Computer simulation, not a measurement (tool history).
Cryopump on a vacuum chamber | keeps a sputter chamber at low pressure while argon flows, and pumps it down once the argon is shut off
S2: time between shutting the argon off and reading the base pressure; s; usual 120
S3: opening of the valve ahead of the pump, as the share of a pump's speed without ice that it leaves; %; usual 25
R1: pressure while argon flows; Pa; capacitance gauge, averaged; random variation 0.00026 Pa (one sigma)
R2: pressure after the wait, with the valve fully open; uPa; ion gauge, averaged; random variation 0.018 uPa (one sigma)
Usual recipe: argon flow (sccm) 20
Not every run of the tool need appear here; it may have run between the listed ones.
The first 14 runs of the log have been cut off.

Run 15, day 30.862: usual settings but argon flow (sccm) 35. Result: R1 0.1055 Pa, R2 0.36 uPa.
Run 16, day 32.933: usual settings but argon flow (sccm) 35. Result: R1 0.1065 Pa, R2 0.37 uPa.
Run 17, day 35.871: usual settings but S2 27 s. Result: R1 0.0608 Pa, R2 0.96 uPa.
Run 18, day 38.542: usual settings but argon flow (sccm) 35, S3 21 %. Result: R1 0.1258 Pa, R2 0.38 uPa.
Run 19, day 41.85: usual settings but S2 44 s, S3 20 %. Result: R1 0.0765 Pa, R2 0.73 uPa.
Run 20, day 45.271: usual settings but argon flow (sccm) 12, S2 44 s, S3 20 %. Result: R1 0.0466 Pa, R2 0.74 uPa.
At day 45.967: pump warmed up, emptied and cooled again.
Run 21, day 47.354: usual settings but argon flow (sccm) 28, S2 68 s, S3 24 %. Result: R1 0.0869 Pa, R2 0.51 uPa.
Run 22, day 49.954: usual settings but argon flow (sccm) 11, S2 101 s, S3 16 %. Result: R1 0.0518 Pa, R2 0.47 uPa.
Run 23, day 53.425: usual settings but argon flow (sccm) 27, S2 126 s. Result: R1 0.0818 Pa, R2 0.42 uPa.
Run 24, day 55.229: usual settings but argon flow (sccm) 16, S2 126 s, S3 19 %. Result: R1 0.0632 Pa, R2 0.39 uPa.
Run 25, day 56.983: usual settings but argon flow (sccm) 22, S2 45 s, S3 15 %. Result: R1 0.1113 Pa, R2 0.73 uPa.
Run 26, day 58.462: usual settings but argon flow (sccm) 23, S2 288 s, S3 17 %. Result: R1 0.1025 Pa, R2 0.33 uPa.
Run 27, day 60.954: usual settings but argon flow (sccm) 39, S2 190 s, S3 17 %. Result: R1 0.1739 Pa, R2 0.43 uPa.
Run 28, day 63.825: usual settings but argon flow (sccm) 10, S2 105 s, S3 20 %. Result: R1 0.0385 Pa, R2 0.49 uPa.
Run 29, day 66.588: usual settings but S2 278 s, S3 24 %. Result: R1 0.0641 Pa, R2 0.4 uPa.
At day 67.304: pump warmed up, emptied and cooled again.
Run 30, day 68.921: usual settings but S2 278 s, S3 24 %. Result: R1 0.0623 Pa, R2 0.38 uPa.
Run 31, day 70.525: usual settings but argon flow (sccm) 12, S3 27 %. Result: R1 0.0334 Pa, R2 0.49 uPa.

Here are 5 independent what-if runs from the current tool condition. What would each one return?
Run A, day 73.629: usual settings but argon flow (sccm) 36, S3 37 %. Result: R1 ?, R2 ?.
Run B, day 73.629: usual settings but argon flow (sccm) 12, S2 63 s, S3 27 %. Result: R1 ?, R2 ?.
Run C, day 73.629: usual settings but argon flow (sccm) 12, S2 22 s, S3 19 %. Result: R1 ?, R2 ?.
Run D, day 73.629: usual settings but argon flow (sccm) 12, S3 36 %. Result: R1 ?, R2 ?.
Run E, day 73.629: usual settings but argon flow (sccm) 12, S2 152 s, S3 27 %. Result: R1 ?, R2 ?.

run      R1    R2
  A  0.0743  0.49
  B  0.0338  0.63
  C  0.0474  1.17
  D  0.0253  0.46
  E  0.0337  0.46
Without the tool's hidden state the same runs would have given:
run      R1    R2
  A  0.0725   0.3
  B  0.0333  0.45
  C  0.0468  0.99
  D  0.0248  0.27
  E  0.0331  0.27
